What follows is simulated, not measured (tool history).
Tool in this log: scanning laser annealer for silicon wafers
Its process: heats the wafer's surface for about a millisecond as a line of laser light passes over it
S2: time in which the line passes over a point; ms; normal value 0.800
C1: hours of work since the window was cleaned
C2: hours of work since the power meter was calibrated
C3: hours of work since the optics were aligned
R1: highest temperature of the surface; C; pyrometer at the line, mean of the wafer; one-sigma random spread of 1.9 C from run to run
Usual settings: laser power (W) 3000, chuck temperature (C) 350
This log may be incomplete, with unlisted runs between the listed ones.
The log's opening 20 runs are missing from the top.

Run 21, hour 295.6: usual settings but laser power (W) 2630; C1 435; C2 271; C3 659. Result: R1 1021 C.
Run 22, hour 310.0: usual settings but laser power (W) 2713, S2 0.785 ms, chuck temperature (C) 360; C1 444; C2 280; C3 668. Result: R1 1046 C.
Run 23, hour 320.3: usual settings but laser power (W) 3279, S2 0.698 ms, chuck temperature (C) 375; C1 451; C2 287; C3 675. Result: R1 1154 C.
Run 24, hour 336.7: usual settings but laser power (W) 3279, S2 0.698 ms, chuck temperature (C) 375; C1 461; C2 298; C3 686. Result: R1 1158 C.
Run 25, hour 354.6: usual settings but laser power (W) 3279, S2 0.698 ms, chuck temperature (C) 375; C1 473; C2 309; C3 697. Result: R1 1157 C.
Run 26, hour 367.1: usual settings but laser power (W) 3279, S2 0.698 ms, chuck temperature (C) 375; C1 481; C2 317; C3 705. Result: R1 1157 C.
Run 27, hour 378.3: usual settings but laser power (W) 3279, S2 0.698 ms, chuck temperature (C) 375; C1 489; C2 325; C3 713. Result: R1 1154 C.
Run 28, hour 395.6: usual settings but laser power (W) 2804, S2 0.687 ms; C1 500; C2 336; C3 724. Result: R1 1011 C.
Run 29, hour 409.4: usual settings but laser power (W) 2804, S2 0.687 ms; C1 509; C2 345; C3 733. Result: R1 1010 C.
Run 30, hour 420.2: usual settings but laser power (W) 2804, S2 0.687 ms; C1 516; C2 352; C3 740. Result: R1 1013 C.
Run 31, hour 435.3: usual settings but laser power (W) 3176, S2 0.655 ms; C1 526; C2 362; C3 750. Result: R1 1084 C.
Run 32, hour 450.9: usual settings but laser power (W) 3176, S2 0.691 ms, chuck temperature (C) 381; C1 536; C2 372; C3 760. Result: R1 1135 C.
Run 33, hour 468.4: usual settings but laser power (W) 3266, S2 0.651 ms, chuck temperature (C) 381; C1 547; C2 383; C3 771. Result: R1 1132 C.
Run 34, hour 480.0: usual settings but laser power (W) 3255, chuck temperature (C) 341; C1 555; C2 391; C3 779. Result: R1 1175 C.
Run 35, hour 493.6: usual settings but S2 0.865 ms, chuck temperature (C) 322; C1 564; C2 400; C3 788. Result: R1 1120 C.
Run 36, hour 506.6: usual settings but S2 0.865 ms, chuck temperature (C) 322; C1 572; C2 408; C3 796. Result: R1 1117 C.
Run 37, hour 526.7: usual settings but laser power (W) 2563, S2 0.818 ms, chuck temperature (C) 336; C1 585; C2 421; C3 809. Result: R1 994 C.
Run 38, hour 547.5: usual settings but laser power (W) 2563, S2 0.866 ms, chuck temperature (C) 361; C1 599; C2 435; C3 823. Result: R1 1043 C.
Run 39, hour 561.0: usual settings but laser power (W) 2590, S2 0.962 ms; C1 608; C2 444; C3 832. Result: R1 1076 C.
Run 40, hour 574.4: usual settings but laser power (W) 2590, S2 0.962 ms, chuck temperature (C) 378; C1 616; C2 453; C3 840. Result: R1 1107 C.
Run 41, hour 587.1: usual settings but laser power (W) 3260; C1 625; C2 461; C3 849. Result: R1 1183 C.

Predict each of these 4 candidate next runs independently; none follows another, all start after run 41:
Run A, hour 597.3: usual settings but laser power (W) 3020, S2 0.607 ms; C1 631; C2 467; C3 855. Result: R1 ?.
Run B, hour 597.3: usual settings but chuck temperature (C) 376; C1 631; C2 467; C3 855. Result: R1 ?.
Run C, hour 597.3: usual settings but laser power (W) 3260, S2 0.715 ms; C1 631; C2 467; C3 855. Result: R1 ?.
Run D, hour 597.3: usual settings but laser power (W) 3062, chuck temperature (C) 318; C1 631; C2 467; C3 855. Result: R1 ?.

run    R1
  A  1022
  B  1144
  C  1137
  D  1099
What these runs would have given with no unlogged condition in the tool:
run    R1
  A  1022
  B  1145
  C  1138
  D  1100

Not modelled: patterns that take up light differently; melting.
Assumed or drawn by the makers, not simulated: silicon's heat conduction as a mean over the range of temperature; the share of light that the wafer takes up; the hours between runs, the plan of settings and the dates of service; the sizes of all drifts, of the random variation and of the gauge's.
